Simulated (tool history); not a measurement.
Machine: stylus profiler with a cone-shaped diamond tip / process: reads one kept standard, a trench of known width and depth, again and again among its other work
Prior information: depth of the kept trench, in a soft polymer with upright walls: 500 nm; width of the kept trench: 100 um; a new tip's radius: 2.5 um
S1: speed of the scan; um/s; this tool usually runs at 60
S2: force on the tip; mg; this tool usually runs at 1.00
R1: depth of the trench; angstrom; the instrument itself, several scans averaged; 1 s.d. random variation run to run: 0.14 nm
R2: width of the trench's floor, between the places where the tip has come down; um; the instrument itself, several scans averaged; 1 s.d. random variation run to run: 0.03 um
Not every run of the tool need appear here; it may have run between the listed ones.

run,hour,S1,S2,R1,R2
1,0.0,60,1.00,5032.2,96.68
2,28.4,60,1.00,5034.5,96.68
3,45.4,60,1.00,5032.2,96.67
4,69.8,60,1.00,5034.3,96.63
5,82.9,60,2.52,5056.8,96.71
6,99.0,60,2.52,5059.6,96.68
7,122.4,60,1.00,5034.8,96.60
8,136.6,60,1.00,5034.5,96.55
9,159.3,60,1.00,5033.1,96.55
10,177.6,60,1.00,5036.2,96.60
11,198.4,60,1.00,5031.9,96.47
12,227.1,60,1.00,5033.0,96.50
13,251.9,209,1.00,5032.1,96.06
14,266.0,209,1.00,5034.0,96.02
15,287.5,60,0.79,5029.5,96.44
16,307.0,60,0.79,5028.4,96.48
17,332.3,60,0.72,5029.6,96.38
18,355.4,55,0.45,5022.0,96.30
19,372.3,18,1.49,5043.6,96.53
20,385.2,18,1.49,5044.0,96.58
21,409.8,18,1.49,5043.6,96.49
22,430.4,19,2.58,5059.8,96.47
23,457.5,19,2.58,5060.4,96.49
24,482.8,19,2.58,5061.4,96.46
25,501.4,16,0.42,5021.8,96.39
26,525.1,133,1.90,5053.0,96.18
27,538.9,25,0.43,5022.0,96.30
28,556.6,25,0.43,5022.8,96.25
29,583.1,25,0.43,5025.1,96.32

5 ways to go on from here, each from the tool as it stands after run 29. What would each give?
A,596.9,73,2.90,?,?
B,596.9,60,0.98,?,?
C,596.9,41,0.45,?,?
D,596.9,45,1.00,?,?
E,596.9,25,0.58,?,?

run,R1,R2
A,5066.1,96.29
B,5036.3,96.25
C,5023.7,96.20
D,5037.1,96.27
E,5027.1,96.32
Take away the tool's hidden state, keep each run's random variation, and the runs would have read:
run,R1,R2
A,5058.8,96.90
B,5029.1,96.85
C,5016.5,96.80
D,5029.8,96.88
E,5019.9,96.93
